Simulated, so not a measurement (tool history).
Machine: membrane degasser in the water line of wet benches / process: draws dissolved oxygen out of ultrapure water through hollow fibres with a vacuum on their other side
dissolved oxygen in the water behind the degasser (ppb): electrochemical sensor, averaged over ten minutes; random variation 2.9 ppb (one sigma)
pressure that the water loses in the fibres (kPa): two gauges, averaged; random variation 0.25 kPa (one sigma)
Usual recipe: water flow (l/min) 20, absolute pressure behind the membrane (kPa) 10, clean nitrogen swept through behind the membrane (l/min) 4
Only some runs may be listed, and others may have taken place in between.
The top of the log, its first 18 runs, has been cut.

run    hour  water flow (l/min)  absolute pressure behind the membrane (kPa)  clean nitrogen swept through behind the membrane (l/min)  hours since the membrane was changed  hours since the vacuum gauge was calibrated  hours since the vacuum lines were made tight  dissolved oxygen in the water behind the degasser (ppb)  pressure that the water loses in the fibres (kPa)
 19  4182.1                  18                                           10                                                      6.71                                 13282                                         5090                                          4273                                                    325.1                                              67.39
 20    4468                  23                                         11.7                                                      9.11                                 13568                                         5376                                          4559                                                    435.8                                              85.95
 21    4753                  12                                          8.8                                                      4.67                                 13853                                         5661                                          4844                                                    196.6                                              45.14
     4906.1  -- membrane cartridge changed
 22  5056.8                  25                                           10                                                         4                                   151                                         5960                                          5143                                                    390.1                                              82.63
 23  5257.5                  15                                         24.2                                                       8.8                                   351                                         6161                                          5344                                                    227.7                                              49.97
 24  5403.9                  30                                          8.7                                                      3.85                                   498                                         6307                                          5490                                                    472.8                                              99.08
     5473.3  -- seals of the vacuum lines changed
 25  5623.6                  30                                         12.8                                                     10.15                                   715                                         6525                                           150                                                    431.4                                             100.21
 26  5806.9                  30                                         10.2                                                     10.15                                   899                                         6708                                           334                                                    414.4                                               99.4

Run 27 comes next. What will it give?
 27  6092.2                  30                                         10.2                                                     10.15                                  1184                                         6994                                           619                                                        ?                                                  ?

{"run 27": {"dissolved oxygen in the water behind the degasser (ppb)": 422.2, "pressure that the water loses in the fibres (kPa)": 100.49}}
Minus the tool's unlogged condition, the same run would have read dissolved oxygen in the water behind the degasser (ppb) 407, pressure that the water loses in the fibres (kPa) 99.46.
